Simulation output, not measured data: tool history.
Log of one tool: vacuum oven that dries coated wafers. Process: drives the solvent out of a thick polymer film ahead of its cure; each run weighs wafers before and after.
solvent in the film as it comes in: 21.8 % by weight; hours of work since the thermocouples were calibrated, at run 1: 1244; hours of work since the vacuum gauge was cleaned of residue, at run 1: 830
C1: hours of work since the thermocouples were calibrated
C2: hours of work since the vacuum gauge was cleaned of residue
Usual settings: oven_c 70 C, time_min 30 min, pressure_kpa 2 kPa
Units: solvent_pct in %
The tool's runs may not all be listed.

{"run": 1, "day": 0.0, "oven_c": 70, "time_min": 30, "pressure_kpa": 2, "C1": 1244, "C2": 830, "solvent_pct": 2.02}
{"run": 2, "day": 1.338, "oven_c": 70, "time_min": 30, "pressure_kpa": 4.11, "C1": 1269, "C2": 855, "solvent_pct": 2.86}
{"run": 3, "day": 2.792, "oven_c": 70, "time_min": 30, "pressure_kpa": 4.11, "C1": 1296, "C2": 882, "solvent_pct": 2.89}
{"run": 4, "day": 4.679, "oven_c": 70, "time_min": 30, "pressure_kpa": 4.11, "C1": 1332, "C2": 918, "solvent_pct": 2.88}
{"run": 5, "day": 6.333, "oven_c": 55, "time_min": 30, "pressure_kpa": 2, "C1": 1363, "C2": 949, "solvent_pct": 8.07}
{"run": 6, "day": 8.392, "oven_c": 55, "time_min": 30, "pressure_kpa": 2, "C1": 1401, "C2": 987, "solvent_pct": 8.03}
{"day": 8.983, "done": "oven's thermocouples calibrated"}
{"run": 7, "day": 10.4, "oven_c": 70, "time_min": 30, "pressure_kpa": 2.01, "C1": 27, "C2": 1023, "solvent_pct": 2.38}
{"run": 8, "day": 12.179, "oven_c": 70, "time_min": 30, "pressure_kpa": 2.01, "C1": 60, "C2": 1057, "solvent_pct": 2.4}
{"run": 9, "day": 13.525, "oven_c": 70, "time_min": 30, "pressure_kpa": 2.01, "C1": 85, "C2": 1082, "solvent_pct": 2.36}
{"run": 10, "day": 15.612, "oven_c": 70, "time_min": 30, "pressure_kpa": 2, "C1": 124, "C2": 1121, "solvent_pct": 2.35}
{"run": 11, "day": 17.742, "oven_c": 70, "time_min": 30, "pressure_kpa": 2, "C1": 164, "C2": 1161, "solvent_pct": 2.4}
{"run": 12, "day": 19.871, "oven_c": 70, "time_min": 30, "pressure_kpa": 2, "C1": 204, "C2": 1201, "solvent_pct": 2.39}
{"run": 13, "day": 21.654, "oven_c": 70, "time_min": 30, "pressure_kpa": 2, "C1": 238, "C2": 1235, "solvent_pct": 2.34}
{"run": 14, "day": 23.596, "oven_c": 70, "time_min": 40, "pressure_kpa": 2, "C1": 274, "C2": 1271, "solvent_pct": 1.6}
{"run": 15, "day": 24.921, "oven_c": 83, "time_min": 30, "pressure_kpa": 2, "C1": 299, "C2": 1296, "solvent_pct": 0.64}
{"run": 16, "day": 25.979, "oven_c": 83, "time_min": 30, "pressure_kpa": 2, "C1": 319, "C2": 1316, "solvent_pct": 0.66}
{"run": 17, "day": 27.292, "oven_c": 70, "time_min": 30, "pressure_kpa": 1.44, "C1": 344, "C2": 1341, "solvent_pct": 2.15}
{"run": 18, "day": 28.229, "oven_c": 70, "time_min": 30, "pressure_kpa": 1.44, "C1": 361, "C2": 1358, "solvent_pct": 2.12}
{"run": 19, "day": 29.946, "oven_c": 70, "time_min": 30, "pressure_kpa": 1.44, "C1": 393, "C2": 1390, "solvent_pct": 2.13}
{"run": 20, "day": 30.85, "oven_c": 70, "time_min": 30, "pressure_kpa": 1.44, "C1": 410, "C2": 1407, "solvent_pct": 2.11}
{"run": 21, "day": 31.912, "oven_c": 70, "time_min": 30, "pressure_kpa": 2, "C1": 430, "C2": 1427, "solvent_pct": 2.35}
{"run": 22, "day": 34.008, "oven_c": 70, "time_min": 18, "pressure_kpa": 2, "C1": 470, "C2": 1467, "solvent_pct": 4.64}
{"run": 23, "day": 35.525, "oven_c": 70, "time_min": 30, "pressure_kpa": 2, "C1": 498, "C2": 1495, "solvent_pct": 2.36}
{"run": 24, "day": 36.917, "oven_c": 78, "time_min": 37, "pressure_kpa": 1.2, "C1": 524, "C2": 1521, "solvent_pct": 0.58}

The next listed run, before its measurement:
{"run": 25, "day": 38.979, "oven_c": 74, "time_min": 31, "pressure_kpa": 4.15, "C1": 563, "C2": 1560, "solvent_pct": "?"}

{"run 25": {"solvent_pct": 2.18}}
Without the tool's hidden state the same run would have given solvent_pct 2.09 %.

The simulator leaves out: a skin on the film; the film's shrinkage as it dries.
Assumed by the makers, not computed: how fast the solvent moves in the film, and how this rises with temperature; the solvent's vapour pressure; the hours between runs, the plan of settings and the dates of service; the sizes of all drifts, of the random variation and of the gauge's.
